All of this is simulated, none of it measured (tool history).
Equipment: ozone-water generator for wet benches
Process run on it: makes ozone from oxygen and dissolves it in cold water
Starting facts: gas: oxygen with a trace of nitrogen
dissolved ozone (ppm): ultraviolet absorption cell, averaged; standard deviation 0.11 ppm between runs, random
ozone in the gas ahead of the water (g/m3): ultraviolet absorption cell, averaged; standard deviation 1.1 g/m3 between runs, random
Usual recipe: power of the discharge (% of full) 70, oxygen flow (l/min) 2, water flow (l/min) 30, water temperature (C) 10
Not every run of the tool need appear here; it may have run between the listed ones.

| run | day | power of the discharge (% of full) | oxygen flow (l/min) | water flow (l/min) | water temperature (C) | dissolved ozone (ppm) | ozone in the gas ahead of the water (g/m3) |
|---|---|---|---|---|---|---|---|
| 1 | 0 | 70 | 2 | 30 | 10 | 8.3 | 199.7 |
| 2 | 3.9 | 70 | 2 | 42 | 10 | 5.6 | 199.9 |
| 3 | 11 | 70 | 2 | 30 | 10 | 8.3 | 201.1 |
| 4 | 15.946 | 70 | 2 | 37 | 10 | 6.3 | 202.6 |
| 5 | 21.746 | 70 | 2 | 37 | 10 | 6.4 | 201.4 |
| 6 | 27.433 | 70 | 2 | 30 | 7 | 8.6 | 201.4 |
| 7 | 34.521 | 70 | 2 | 30 | 9 | 8.3 | 200.6 |
| 8 | 39.512 | 70 | 2 | 30 | 9 | 8.4 | 200.4 |
| 9 | 44.479 | 70 | 2 | 30 | 11 | 8.4 | 200 |
| 10 | 50.654 | 70 | 2 | 30 | 11 | 8.5 | 200.6 |
| 11 | 56.917 | 70 | 2 | 30 | 11 | 8.3 | 202.6 |
| 12 | 61.204 | 70 | 2 | 30 | 11 | 8.3 | 199.3 |
| 13 | 64.162 | 70 | 2 | 30 | 11 | 8.3 | 200.5 |
| 14 | 68.446 | 70 | 2 | 30 | 10 | 8.1 | 200.9 |
| 15 | 73.812 | 70 | 2 | 19 | 10 | 14.2 | 199.4 |
|  | 74.25 | water thermometer calibrated |
| 16 | 77.292 | 70 | 2 | 24 | 10 | 11 | 200.5 |
| 17 | 82.742 | 70 | 2 | 24 | 10 | 10.7 | 200.6 |
| 18 | 86.833 | 54 | 2 | 29 | 10 | 7.4 | 167.7 |
| 19 | 91.783 | 87 | 2 | 30 | 6 | 9.8 | 235.4 |
|  | 93.504 | contactor cleaned |
| 20 | 96.683 | 54 | 2 | 23 | 7 | 9.6 | 166.5 |
| 21 | 100.346 | 70 | 2 | 43 | 9 | 5.4 | 199.4 |
| 22 | 104.712 | 52 | 3.31 | 43 | 12 | 5.5 | 131.6 |
| 23 | 110.971 | 43 | 2.1 | 38 | 5 | 4.7 | 139.1 |
| 24 | 115.096 | 85 | 2.1 | 19 | 13 | 16.1 | 223.7 |
| 25 | 121.083 | 70 | 1 | 21 | 10 | 9.4 | 271.7 |
| 26 | 124.642 | 41 | 1.5 | 37 | 5 | 3.9 | 157.7 |
| 27 | 127.792 | 46 | 1.5 | 45 | 5 | 3.2 | 170.5 |
| 28 | 133.842 | 44 | 2.14 | 19 | 10 | 10.3 | 139.9 |
| 29 | 140.392 | 63 | 2 | 44 | 10 | 4.9 | 185.4 |
| 30 | 145.867 | 43 | 2 | 45 | 10 | 3.6 | 141.8 |
| 31 | 152.138 | 70 | 3.18 | 46 | 14 | 5.7 | 163 |
| 32 | 158.138 | 96 | 1.53 | 30 | 10 | 9.3 | 278.6 |
| 33 | 164.192 | 96 | 1.53 | 30 | 10 | 9.3 | 280.9 |

Forecast each of these 4 alternatives for the next run:
| A | 170.358 | 70 | 1.56 | 23 | 12 | ? | ? |
| B | 170.358 | 54 | 1.53 | 30 | 6 | ? | ? |
| C | 170.358 | 97 | 1.53 | 38 | 11 | ? | ? |
| D | 170.358 | 41 | 1.76 | 30 | 6 | ? | ? |

| run | dissolved ozone (ppm) | ozone in the gas ahead of the water (g/m3) |
|---|---|---|
| A | 10.1 | 221 |
| B | 6.2 | 186.5 |
| C | 6.9 | 282.5 |
| D | 5.6 | 145.4 |
What these runs would have given with no unlogged condition in the tool:
| run | dissolved ozone (ppm) | ozone in the gas ahead of the water (g/m3) |
|---|---|---|
| A | 10.1 | 221.5 |
| B | 6.2 | 186.9 |
| C | 6.9 | 283.2 |
| D | 5.6 | 145.6 |

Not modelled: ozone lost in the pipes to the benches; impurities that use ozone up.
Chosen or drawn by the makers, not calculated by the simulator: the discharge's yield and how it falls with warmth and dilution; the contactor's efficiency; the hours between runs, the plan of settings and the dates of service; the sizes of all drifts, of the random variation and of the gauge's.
